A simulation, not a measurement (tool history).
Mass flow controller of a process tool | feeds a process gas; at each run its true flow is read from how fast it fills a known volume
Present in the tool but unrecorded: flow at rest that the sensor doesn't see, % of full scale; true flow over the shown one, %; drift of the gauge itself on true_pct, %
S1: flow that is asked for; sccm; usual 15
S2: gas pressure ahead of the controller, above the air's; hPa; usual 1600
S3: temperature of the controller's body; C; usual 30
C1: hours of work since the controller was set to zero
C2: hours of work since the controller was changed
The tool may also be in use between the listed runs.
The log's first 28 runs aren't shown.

run 29 hour=4865.7 | S1=41 S2=2040 S3=38 | C1=215 C2=6109 | true_flow_(%)=96.11
run 30 hour=4987.8 | S1=25 S2=1470 S3=31 | C1=291 C2=6185 | true_flow_(%)=96.29
run 31 hour=5091.8 | S1=22 S2=1600 S3=32 | C1=356 C2=6249 | true_flow_(%)=96.14
run 32 hour=5191.1 | S1=35 S2=2270 S3=23 | C1=417 C2=6311 | true_flow_(%)=97.04
run 33 hour=5379.6 | S1=35 S2=2270 S3=23 | C1=534 C2=6428 | true_flow_(%)=96.92
run 34 hour=5580.2 | S1=25 S2=2310 S3=27 | C1=659 C2=6553 | true_flow_(%)=96.17
run 35 hour=5738.1 | S1=25 S2=2310 S3=27 | C1=757 C2=6651 | true_flow_(%)=95.96
run 36 hour=5942.8 | S1=11 S2=1660 S3=33 | C1=884 C2=6778 | true_flow_(%)=95.01
run 37 hour=6103.3 | S1=11 S2=1660 S3=33 | C1=984 C2=6878 | true_flow_(%)=94.87
run 38 hour=6311 | S1=13 S2=1900 S3=30 | C1=1113 C2=7007 | true_flow_(%)=95.18
run 39 hour=6483.2 | S1=15 S2=1600 S3=37 | C1=1220 C2=7113 | true_flow_(%)=94.43
run 40 hour=6621.3 | S1=15 S2=1600 S3=37 | C1=1305 C2=7199 | true_flow_(%)=94.39
-- hour=6674.3 gauge calibrated
run 41 hour=6719.5 | S1=15 S2=1600 S3=37 | C1=1366 C2=7260 | true_flow_(%)=98.5
run 42 hour=6925.3 | S1=15 S2=1600 S3=31 | C1=1494 C2=7388 | true_flow_(%)=98.69
run 43 hour=7049.3 | S1=30 S2=1910 S3=20 | C1=1571 C2=7465 | true_flow_(%)=99.83
run 44 hour=7225.6 | S1=30 S2=1910 S3=20 | C1=1681 C2=7574 | true_flow_(%)=99.54
run 45 hour=7428.2 | S1=30 S2=1910 S3=20 | C1=1806 C2=7700 | true_flow_(%)=99.42
run 46 hour=7597.5 | S1=15 S2=2700 S3=29 | C1=1912 C2=7805 | true_flow_(%)=98.59
run 47 hour=7784.7 | S1=15 S2=2700 S3=29 | C1=2028 C2=7922 | true_flow_(%)=98.33
run 48 hour=7934.5 | S1=15 S2=1740 S3=27 | C1=2121 C2=8015 | true_flow_(%)=98.2

Each row is a separate what-if for the run after 48, all from the same tool condition, not one after another. Results?
run A hour=8127.2 | S1=15 S2=2180 S3=27 | C1=2240 C2=8134 | true_flow_(%)=?
run B hour=8127.2 | S1=15 S2=1600 S3=33 | C1=2240 C2=8134 | true_flow_(%)=?
run C hour=8127.2 | S1=15 S2=2700 S3=23 | C1=2240 C2=8134 | true_flow_(%)=?

run=A true_flow_(%)=98.15
run=B true_flow_(%)=97.36
run=C true_flow_(%)=98.59
Take away the tool's hidden state, keep each run's random variation, and the runs would have read:
run=A true_flow_(%)=99.47
run=B true_flow_(%)=98.67
run=C true_flow_(%)=99.91
